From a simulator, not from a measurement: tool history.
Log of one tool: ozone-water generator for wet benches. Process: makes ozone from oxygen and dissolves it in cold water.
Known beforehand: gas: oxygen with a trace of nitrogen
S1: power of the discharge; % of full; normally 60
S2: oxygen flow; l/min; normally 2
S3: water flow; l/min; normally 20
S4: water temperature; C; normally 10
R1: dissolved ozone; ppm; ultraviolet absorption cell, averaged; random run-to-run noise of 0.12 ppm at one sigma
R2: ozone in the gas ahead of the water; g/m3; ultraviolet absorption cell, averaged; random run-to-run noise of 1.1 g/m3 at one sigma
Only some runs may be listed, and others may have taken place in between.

run	hour	S1	S2	S3	S4	R1	R2
1	0	60	2	20	10	9.8	180.2
2	146.4	60	2	20	10	9.3	180.4
3	339.8	60	2	20	12	9.5	178
4	566.6	60	1.69	20	10	9.5	198.8
5	682.1	60	1.69	20	7	9.2	198.1
6	781	60	1.69	20	7	9.2	195.9
7	882.4	60	2	21	10	8.8	176.3
8	1043.3	60	2	21	10	8.8	176.6
9	1164.1	60	2	21	10	8.8	175.7
10	1352.6	60	2	20	7	9.5	174.3
11	1589.3	60	2	20	7	9.4	174.6
12	1770.2	60	2	20	7	9.3	172.2
13	1905	60	2	20	7	9.2	174.8
14	2080.6	51	2	20	10	8.4	160.2
15	2237.5	60	2	20	10	9	172.3
16	2371.9	60	2	20	10	9	170.8
17	2543.5	50	1.11	16	18	9.2	229.3
18	2744.7	50	3.24	16	15	10.5	113.7
19	2946.5	60	2	20	7	8.8	167.5
20	3102.9	60	2	20	7	9.1	169.7
21	3229.9	87	1.33	23	18	7.9	262.7
# hour 3301: contactor cleaned
# hour 3321.8: water thermometer calibrated
22	3458.1	60	2.79	20	10	9.4	135.6
23	3571	68	1.98	13	14	14.8	177.8
24	3809.2	86	1.8	23	8	9.1	212.7
25	4017.8	74	2	20	10	10.1	184.7
26	4125.8	41	1.02	20	10	6.4	213.3
27	4298.4	59	2	26	10	6.5	163.7
28	4404.5	59	2	26	10	6.4	161
29	4572.6	43	2.44	24	8	6.4	123.1
30	4811.7	41	3.04	24	14	6	103.9
31	4937.7	60	3.55	14	13	13	113.2
32	5111.6	60	3.55	14	12	12.9	111.6

What if the next run were any one of these 4? Each begins from the tool's condition after run 32:
A	5332.9	83	2	27	7	?	?
B	5332.9	74	2.39	23	10	?	?
C	5332.9	60	1.36	20	9	?	?
D	5332.9	60	1.73	31	10	?	?

run	R1	R2
A	7	187.7
B	8.3	158.7
C	8	207.9
D	4.7	176.2
What these runs would have given with no unlogged condition in the tool:
run	R1	R2
A	9.1	238.2
B	10.6	199
C	10.1	254.2
D	5.9	215.6

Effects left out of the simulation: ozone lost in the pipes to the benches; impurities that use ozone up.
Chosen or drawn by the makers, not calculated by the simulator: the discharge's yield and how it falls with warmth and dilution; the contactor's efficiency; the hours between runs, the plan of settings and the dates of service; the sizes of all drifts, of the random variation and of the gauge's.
